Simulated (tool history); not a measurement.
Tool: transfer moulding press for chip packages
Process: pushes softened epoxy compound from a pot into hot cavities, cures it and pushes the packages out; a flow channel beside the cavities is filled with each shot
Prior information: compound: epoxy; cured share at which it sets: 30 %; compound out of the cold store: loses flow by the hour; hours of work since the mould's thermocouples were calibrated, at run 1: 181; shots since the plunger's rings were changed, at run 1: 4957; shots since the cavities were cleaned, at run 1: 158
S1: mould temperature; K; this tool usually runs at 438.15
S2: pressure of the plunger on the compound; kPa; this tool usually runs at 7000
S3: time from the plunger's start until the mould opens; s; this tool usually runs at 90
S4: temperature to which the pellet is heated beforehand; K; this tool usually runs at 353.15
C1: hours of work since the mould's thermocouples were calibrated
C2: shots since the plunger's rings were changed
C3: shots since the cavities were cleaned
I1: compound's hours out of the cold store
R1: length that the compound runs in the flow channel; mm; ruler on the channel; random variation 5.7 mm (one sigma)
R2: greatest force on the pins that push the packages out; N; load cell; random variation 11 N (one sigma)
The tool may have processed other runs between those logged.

| run | hour | S1 | S2 | S3 | S4 | C1 | C2 | C3 | I1 | R1 | R2 |
|---|---|---|---|---|---|---|---|---|---|---|---|
| 1 | 0.0 | 438.15 | 7000 | 90 | 353.15 | 181 | 4957 | 158 | 38.8 | 476 | 555 |
| 2 | 11.2 | 438.15 | 7000 | 90 | 353.15 | 187 | 5068 | 269 | 34.3 | 488 | 632 |
| 3 | 20.8 | 438.15 | 7000 | 90 | 351.15 | 191 | 5163 | 364 | 30.8 | 493 | 697 |
| 4 | 26.5 | 438.15 | 7000 | 90 | 353.15 | 194 | 5219 | 420 | 43.4 | 456 | 704 |
| 5 | 38.2 | 438.15 | 7000 | 90 | 353.15 | 200 | 5335 | 536 | 25.0 | 509 | 773 |
| 6 | 47.6 | 438.15 | 7000 | 90 | 353.15 | 205 | 5428 | 629 | 43.4 | 450 | 807 |
| 7 | 53.2 | 438.15 | 7000 | 90 | 353.15 | 207 | 5483 | 684 | 35.3 | 473 | 800 |
| 8 | 64.4 | 438.15 | 7000 | 90 | 353.15 | 213 | 5594 | 795 | 29.7 | 499 | 840 |
| 9 | 76.2 | 438.15 | 7000 | 90 | 353.15 | 219 | 5710 | 911 | 24.6 | 505 | 847 |
| 10 | 88.8 | 438.15 | 7000 | 90 | 353.15 | 225 | 5835 | 1036 | 44.4 | 448 | 889 |
|  | 99.3 | plunger's sealing rings changed |
|  | 103.7 | cavities cleaned with cleaning compound and waxed |
| 11 | 105.3 | 438.15 | 7000 | 90 | 353.15 | 231 | 45 | 16 | 20.5 | 577 | 505 |
| 12 | 110.7 | 438.15 | 7000 | 90 | 353.15 | 234 | 99 | 70 | 21.1 | 577 | 543 |
| 13 | 117.3 | 438.15 | 7000 | 90 | 353.15 | 237 | 164 | 135 | 41.8 | 505 | 569 |
| 14 | 128.2 | 438.15 | 7000 | 90 | 353.15 | 243 | 272 | 243 | 35.2 | 533 | 644 |
| 15 | 137.4 | 438.15 | 7000 | 103 | 353.15 | 247 | 363 | 334 | 43.2 | 512 | 606 |
| 16 | 148.9 | 445.15 | 6290 | 85 | 353.15 | 253 | 476 | 447 | 37.4 | 489 | 613 |
| 17 | 155.9 | 445.15 | 6290 | 85 | 353.15 | 257 | 546 | 517 | 18.9 | 524 | 656 |
| 18 | 165.7 | 441.15 | 6290 | 85 | 351.15 | 261 | 643 | 614 | 47.9 | 458 | 730 |
| 19 | 175.0 | 441.15 | 6290 | 85 | 351.15 | 266 | 734 | 705 | 14.5 | 551 | 807 |
| 20 | 184.4 | 441.15 | 6600 | 85 | 362.15 | 271 | 827 | 798 | 39.6 | 490 | 759 |
| 21 | 192.0 | 438.15 | 7000 | 86 | 348.15 | 275 | 903 | 874 | 47.1 | 488 | 885 |
| 22 | 203.6 | 438.15 | 7000 | 86 | 348.15 | 280 | 1017 | 988 | 22.7 | 566 | 925 |
| 23 | 209.3 | 436.15 | 6070 | 91 | 353.15 | 283 | 1073 | 1044 | 22.9 | 529 | 990 |
| 24 | 216.1 | 438.15 | 5480 | 75 | 353.15 | 286 | 1141 | 1112 | 36.1 | 473 | 1190 |
|  | 221.5 | cavities cleaned with cleaning compound and waxed |
| 25 | 225.6 | 438.15 | 5480 | 75 | 353.15 | 290 | 1220 | 41 | 23.2 | 487 | 680 |
| 26 | 236.3 | 434.15 | 7000 | 90 | 353.15 | 296 | 1325 | 146 | 45.2 | 500 | 686 |
| 27 | 244.6 | 441.15 | 5610 | 115 | 361.15 | 300 | 1407 | 228 | 32.0 | 464 | 522 |
| 28 | 255.0 | 438.15 | 5460 | 90 | 354.15 | 305 | 1511 | 332 | 14.5 | 517 | 691 |

Each row is a separate what-if for the run after 28, all from the same tool condition, not one after another. Results?
| A | 264.6 | 438.15 | 7540 | 80 | 354.15 | 310 | 1606 | 427 | 18.6 | ? | ? |
| B | 264.6 | 438.15 | 7000 | 83 | 353.15 | 310 | 1606 | 427 | 37.9 | ? | ? |
| C | 264.6 | 438.15 | 7370 | 120 | 354.15 | 310 | 1606 | 427 | 23.4 | ? | ? |
| D | 264.6 | 435.15 | 5460 | 90 | 354.15 | 310 | 1606 | 427 | 45.6 | ? | ? |

| run | R1 | R2 |
|---|---|---|
| A | 604 | 857 |
| B | 501 | 775 |
| C | 566 | 610 |
| D | 431 | 814 |
What these runs would have given with no unlogged condition in the tool:
| run | R1 | R2 |
|---|---|---|
| A | 625 | 584 |
| B | 519 | 528 |
| C | 587 | 411 |
| D | 447 | 554 |
